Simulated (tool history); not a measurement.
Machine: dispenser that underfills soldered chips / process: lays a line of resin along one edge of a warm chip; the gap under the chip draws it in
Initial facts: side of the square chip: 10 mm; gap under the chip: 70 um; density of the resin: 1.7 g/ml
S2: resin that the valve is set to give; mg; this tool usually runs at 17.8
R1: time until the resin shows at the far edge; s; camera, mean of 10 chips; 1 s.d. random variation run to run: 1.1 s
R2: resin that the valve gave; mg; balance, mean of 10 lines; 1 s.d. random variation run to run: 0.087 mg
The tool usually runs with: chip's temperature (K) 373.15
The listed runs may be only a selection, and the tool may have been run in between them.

run 1 hour=0 | chip's_temperature_(K)=373.15 S2=17.8 | R1=127.3 R2=17.42
run 2 hour=4.1 | chip's_temperature_(K)=373.15 S2=17.8 | R1=138.8 R2=17.29
-- hour=6.3 new syringe of resin
run 3 hour=11.8 | chip's_temperature_(K)=373.15 S2=15.6 | R1=127.8 R2=15.24
run 4 hour=15.9 | chip's_temperature_(K)=373.15 S2=15.6 | R1=141.2 R2=15.19
-- hour=18.7 new syringe of resin
run 5 hour=23.8 | chip's_temperature_(K)=373.15 S2=15.6 | R1=128.4 R2=14.95
run 6 hour=29.3 | chip's_temperature_(K)=373.15 S2=15.6 | R1=144.8 R2=14.93
-- hour=31 new syringe of resin
run 7 hour=33.9 | chip's_temperature_(K)=373.15 S2=17.8 | R1=117 R2=16.97
run 8 hour=37.3 | chip's_temperature_(K)=373.15 S2=17.8 | R1=131 R2=17.07
run 9 hour=40.8 | chip's_temperature_(K)=373.15 S2=17.8 | R1=139 R2=16.93
-- hour=43.1 new syringe of resin
run 10 hour=46.2 | chip's_temperature_(K)=385.15 S2=17.8 | R1=83 R2=16.93
run 11 hour=51 | chip's_temperature_(K)=373.15 S2=17.8 | R1=132.6 R2=16.94
-- hour=55.4 new syringe of resin
run 12 hour=56.1 | chip's_temperature_(K)=373.15 S2=17.8 | R1=114.8 R2=16.89
run 13 hour=62.4 | chip's_temperature_(K)=373.15 S2=19.7 | R1=128.9 R2=18.5
-- hour=67.6 new syringe of resin
run 14 hour=69 | chip's_temperature_(K)=373.15 S2=17.8 | R1=116.7 R2=16.66
run 15 hour=72.5 | chip's_temperature_(K)=371.15 S2=17.8 | R1=133 R2=16.67
run 16 hour=77.6 | chip's_temperature_(K)=371.15 S2=17.8 | R1=150.9 R2=16.6
-- hour=79.5 new syringe of resin
run 17 hour=83.2 | chip's_temperature_(K)=363.15 S2=18.6 | R1=164.5 R2=17.2
run 18 hour=88.7 | chip's_temperature_(K)=370.15 S2=17.8 | R1=153.6 R2=16.49
-- hour=91.8 dispensing valve cleaned and set on the balance
-- hour=92.8 new syringe of resin
run 19 hour=94.2 | chip's_temperature_(K)=360.15 S2=16 | R1=183.2 R2=16.01
run 20 hour=101.4 | chip's_temperature_(K)=360.15 S2=16 | R1=211.4 R2=15.83
-- hour=105.1 new syringe of resin
run 21 hour=105.5 | chip's_temperature_(K)=386.15 S2=15.8 | R1=79.6 R2=15.58
run 22 hour=112.4 | chip's_temperature_(K)=363.15 S2=22.8 | R1=183 R2=22.39
run 23 hour=116.5 | chip's_temperature_(K)=365.15 S2=15.7 | R1=192.5 R2=15.47
-- hour=117.3 new syringe of resin
run 24 hour=120 | chip's_temperature_(K)=365.15 S2=15.7 | R1=159.3 R2=15.46
run 25 hour=123.4 | chip's_temperature_(K)=375.15 S2=15.7 | R1=126.4 R2=15.43
-- hour=129.4 new syringe of resin
run 26 hour=129.5 | chip's_temperature_(K)=370.15 S2=18.7 | R1=126.2 R2=18.42
run 27 hour=136.9 | chip's_temperature_(K)=370.15 S2=18.7 | R1=147.3 R2=18.21
-- hour=141.7 new syringe of resin
run 28 hour=142.8 | chip's_temperature_(K)=374.15 S2=16.6 | R1=115.7 R2=16.19
run 29 hour=147.8 | chip's_temperature_(K)=365.15 S2=22.4 | R1=161.4 R2=21.59
run 30 hour=152.5 | chip's_temperature_(K)=365.15 S2=22.4 | R1=179.2 R2=21.54
-- hour=154.1 new syringe of resin
run 31 hour=158.8 | chip's_temperature_(K)=359.15 S2=17.8 | R1=200.4 R2=16.97
-- hour=166.1 new syringe of resin
run 32 hour=166.6 | chip's_temperature_(K)=384.15 S2=22.6 | R1=77.5 R2=21.55

Predict each of these 5 candidate next runs independently; none follows another, all start after run 32:
run A hour=172.8 | chip's_temperature_(K)=375.15 S2=19.4 | R1=? R2=?
run B hour=172.8 | chip's_temperature_(K)=386.15 S2=18.5 | R1=? R2=?
run C hour=172.8 | chip's_temperature_(K)=382.15 S2=22.6 | R1=? R2=?
run D hour=172.8 | chip's_temperature_(K)=373.15 S2=20.6 | R1=? R2=?
run E hour=172.8 | chip's_temperature_(K)=385.15 S2=22.6 | R1=? R2=?

run=A R1=120.6 R2=18.19
run=B R1=87.3 R2=17.55
run=C R1=95.5 R2=21.37
run=D R1=126.6 R2=19.66
run=E R1=87.3 R2=21.52
Without the tool's hidden state the same runs would have given:
run=A R1=100.5 R2=19.18
run=B R1=72.8 R2=18.5
run=C R1=80 R2=22.53
run=D R1=105.6 R2=20.73
run=E R1=73.2 R2=22.69

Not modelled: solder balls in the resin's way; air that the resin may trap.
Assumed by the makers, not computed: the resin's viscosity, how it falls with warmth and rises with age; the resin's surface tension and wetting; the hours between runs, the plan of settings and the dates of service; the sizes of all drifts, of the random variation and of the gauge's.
